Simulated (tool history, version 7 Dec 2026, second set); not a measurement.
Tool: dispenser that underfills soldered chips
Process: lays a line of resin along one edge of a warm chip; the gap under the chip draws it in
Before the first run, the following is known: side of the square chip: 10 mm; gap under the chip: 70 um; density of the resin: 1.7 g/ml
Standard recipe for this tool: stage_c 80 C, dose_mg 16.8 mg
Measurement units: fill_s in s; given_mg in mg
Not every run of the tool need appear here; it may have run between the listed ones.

run	hour	stage_c	dose_mg	fill_s	given_mg
1	0.0	80	16.8	100.6	16.02
2	4.6	80	18.8	125.0	17.74
# hour 9.8: new syringe of resin
3	12.0	80	19.4	84.7	18.43
4	17.7	80	19.4	113.8	18.52
5	22.4	80	19.4	147.3	18.23
# hour 24.5: new syringe of resin
6	27.5	80	14.8	94.5	14.03
7	37.6	80	16.8	156.4	15.82
# hour 39.1: new syringe of resin
8	42.8	80	16.8	90.8	15.81
9	52.1	80	18.2	154.7	17.03
# hour 54.1: new syringe of resin
# hour 55.8: dispensing valve cleaned and set on the balance
10	63.2	80	18.2	113.6	18.07
11	68.6	80	18.2	155.7	18.08
# hour 69.8: new syringe of resin
12	78.6	80	18.2	119.1	18.12
# hour 84.6: new syringe of resin
13	87.6	72	16.8	120.7	16.57
14	92.1	81	16.8	109.2	16.52
# hour 99.7: new syringe of resin
15	99.9	81	16.8	74.2	16.59
16	109.8	81	16.8	128.5	16.53
# hour 114.4: new syringe of resin
17	116.0	81	16.8	81.9	16.30
18	123.2	79	16.4	130.4	16.03
19	128.1	79	16.4	170.2	16.07
# hour 129.2: new syringe of resin
20	136.2	77	20.6	125.4	20.16
# hour 143.9: new syringe of resin
21	143.9	77	20.6	84.8	20.01

Consider 4 possible next runs. They are alternatives, not a sequence: every one starts from the tool as it was left by run 21. What does each give?
A	153.1	94	14.6	?	?
B	153.1	81	18.0	?	?
C	153.1	66	18.8	?	?
D	153.1	80	19.5	?	?

run	fill_s	given_mg
A	80.5	14.15
B	121.9	17.42
C	219.1	18.03
D	122.6	18.75
Take away the tool's hidden state, keep each run's random variation, and the runs would have read:
run	fill_s	given_mg
A	46.9	14.64
B	71.8	18.03
C	129.1	18.66
D	72.3	19.41
